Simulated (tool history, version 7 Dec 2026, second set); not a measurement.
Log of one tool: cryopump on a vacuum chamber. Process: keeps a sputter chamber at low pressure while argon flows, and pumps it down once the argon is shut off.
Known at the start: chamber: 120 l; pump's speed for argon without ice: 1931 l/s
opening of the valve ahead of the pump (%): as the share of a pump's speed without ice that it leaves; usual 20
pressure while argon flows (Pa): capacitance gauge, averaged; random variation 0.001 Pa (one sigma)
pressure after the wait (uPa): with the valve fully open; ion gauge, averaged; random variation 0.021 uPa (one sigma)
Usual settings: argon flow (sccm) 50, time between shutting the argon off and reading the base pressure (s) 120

run     day  argon flow (sccm)  time between shutting the argon off and reading the base pressure (s)  opening of the valve ahead of the pump (%)  pressure while argon flows (Pa)  pressure after the wait (uPa)
  1   0.000                 50                                                                    120                                          20                           0.2251                           1.34
  2   3.517                 50                                                                    120                                          20                           0.2233                           1.43
  3   7.096                 50                                                                    120                                          16                           0.2794                           1.45
  4  11.921                 50                                                                    120                                          16                           0.2779                           1.57
  5  13.917                 50                                                                    120                                          16                           0.2808                           1.59
  6  16.442                 50                                                                    120                                          20                           0.2241                           1.68
  7  20.129                 50                                                                    120                                          20                           0.2256                           1.80
  8  22.225                 67                                                                    120                                          20                           0.3038                           1.82
  9  27.042                 77                                                                    265                                          20                           0.3491                           1.72
 10  30.433                 50                                                                     30                                          20                           0.2274                           2.59
 11  33.367                 50                                                                     30                                          20                           0.2288                           2.59
 12  36.550                 64                                                                     73                                          20                           0.2886                           2.19
 13  40.054                 30                                                                    239                                          20                           0.1365                           2.15
 14  43.933                 94                                                                    155                                          26                           0.3366                           2.18
     44.354  -- pump warmed up, emptied and cooled again
 15  48.442                 49                                                                    192                                          18                           0.2383                           1.94

Forecast each of these 3 alternatives for the next run:
  A  52.625                 49                                                                     98                                          16                                ?                              ?
  B  52.625                 26                                                                    289                                          38                                ?                              ?
  C  52.625                 76                                                                    120                                          20                                ?                              ?

run  pressure while argon flows (Pa)  pressure after the wait (uPa)
  A                           0.2715                           2.15
  B                           0.0617                           1.93
  C                           0.3370                           2.09
Without the tool's hidden state the same runs would have given:
run  pressure while argon flows (Pa)  pressure after the wait (uPa)
  A                           0.2694                           0.40
  B                           0.0606                           0.23
  C                           0.3339                           0.37
